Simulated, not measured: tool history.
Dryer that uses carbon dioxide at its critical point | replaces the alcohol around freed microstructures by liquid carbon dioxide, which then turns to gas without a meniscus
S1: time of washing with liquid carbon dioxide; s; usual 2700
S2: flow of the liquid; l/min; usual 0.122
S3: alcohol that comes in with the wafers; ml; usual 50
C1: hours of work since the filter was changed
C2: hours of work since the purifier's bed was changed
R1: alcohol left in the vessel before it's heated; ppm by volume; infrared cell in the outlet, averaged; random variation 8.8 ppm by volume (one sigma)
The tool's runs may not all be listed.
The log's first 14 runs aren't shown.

run,hour,S1,S2,S3,C1,C2,R1
15,537.0,2700,0.122,50,127,834,702
16,591.2,2880,0.122,50,167,874,586
17,627.3,2700,0.122,50,193,900,753
18,674.6,2700,0.122,50,228,935,769
19,717.4,2700,0.122,50,259,966,801
20,775.9,2700,0.122,50,302,1009,846
21,831.1,2700,0.122,50,342,1049,869
22,873.9,2700,0.122,50,373,1081,927
23,912.0,2700,0.122,50,401,1109,923
24,941.3,2160,0.167,23,423,1130,442
25,989.0,2700,0.163,30,458,1165,340
26,1047.0,2700,0.163,30,500,1207,349
27,1090.8,2700,0.163,30,532,1239,360
# hour 1095.0: inlet filter changed
28,1129.5,2700,0.163,30,25,1267,310
29,1170.9,4200,0.163,69,56,1297,265
30,1207.3,2700,0.122,97,82,1324,1287
31,1252.9,2700,0.205,50,115,1357,282
32,1298.8,2340,0.150,50,149,1391,666
33,1331.6,2760,0.094,108,173,1415,3611
34,1390.2,2220,0.115,88,216,1457,3140
# hour 1417.9: purifier's bed changed
35,1452.7,2220,0.115,88,259,25,3045
36,1495.1,1800,0.122,118,290,56,6403
37,1546.5,1800,0.122,118,328,94,6566
38,1604.0,1800,0.122,118,370,136,6918

Run 39 comes next. What will it give?
39,1651.6,1800,0.127,118,405,171,?

{"run 39": {"R1": 6164}}
Without the tool's hidden state the same run would have given R1 4605 ppm by volume.
